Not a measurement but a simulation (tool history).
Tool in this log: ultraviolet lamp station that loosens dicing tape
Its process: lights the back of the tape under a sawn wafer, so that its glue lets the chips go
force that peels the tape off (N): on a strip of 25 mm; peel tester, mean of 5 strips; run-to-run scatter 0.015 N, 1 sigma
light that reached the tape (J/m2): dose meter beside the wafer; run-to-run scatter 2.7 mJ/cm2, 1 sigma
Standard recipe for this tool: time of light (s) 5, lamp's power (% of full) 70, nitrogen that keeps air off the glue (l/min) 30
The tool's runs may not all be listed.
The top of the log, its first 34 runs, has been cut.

| run | hour | time of light (s) | lamp's power (% of full) | nitrogen that keeps air off the glue (l/min) | force that peels the tape off (N) | light that reached the tape (J/m2) |
|---|---|---|---|---|---|---|
| 35 | 656.5 | 3 | 60 | 47 | 2.004 | 1600 |
| 36 | 679.1 | 5 | 96 | 30 | 0.585 | 4310 |
| 37 | 697.4 | 6 | 96 | 30 | 0.407 | 5120 |
| 38 | 720.6 | 3 | 68 | 30 | 2.139 | 1810 |
| 39 | 735.6 | 2 | 61 | 30 | 3.456 | 1040 |
| 40 | 763.2 | 3 | 61 | 36 | 2.292 | 1570 |
| 41 | 777.2 | 3 | 68 | 50 | 1.77 | 1800 |
| 42 | 794.2 | 6 | 70 | 11 | 1.554 | 3590 |

Here are 4 independent what-if runs from the current tool condition. What would each one return?
| A | 819 | 7 | 77 | 52 | ? | ? |
| B | 819 | 5 | 70 | 24 | ? | ? |
| C | 819 | 5 | 70 | 19 | ? | ? |
| D | 819 | 4 | 70 | 15 | ? | ? |

| run | force that peels the tape off (N) | light that reached the tape (J/m2) |
|---|---|---|
| A | 0.366 | 4530 |
| B | 1.211 | 2930 |
| C | 1.463 | 2940 |
| D | 2.19 | 2360 |
What these runs would have given with no unlogged condition in the tool:
| run | force that peels the tape off (N) | light that reached the tape (J/m2) |
|---|---|---|
| A | 0.274 | 5730 |
| B | 0.818 | 3720 |
| C | 1.011 | 3730 |
| D | 1.64 | 2990 |

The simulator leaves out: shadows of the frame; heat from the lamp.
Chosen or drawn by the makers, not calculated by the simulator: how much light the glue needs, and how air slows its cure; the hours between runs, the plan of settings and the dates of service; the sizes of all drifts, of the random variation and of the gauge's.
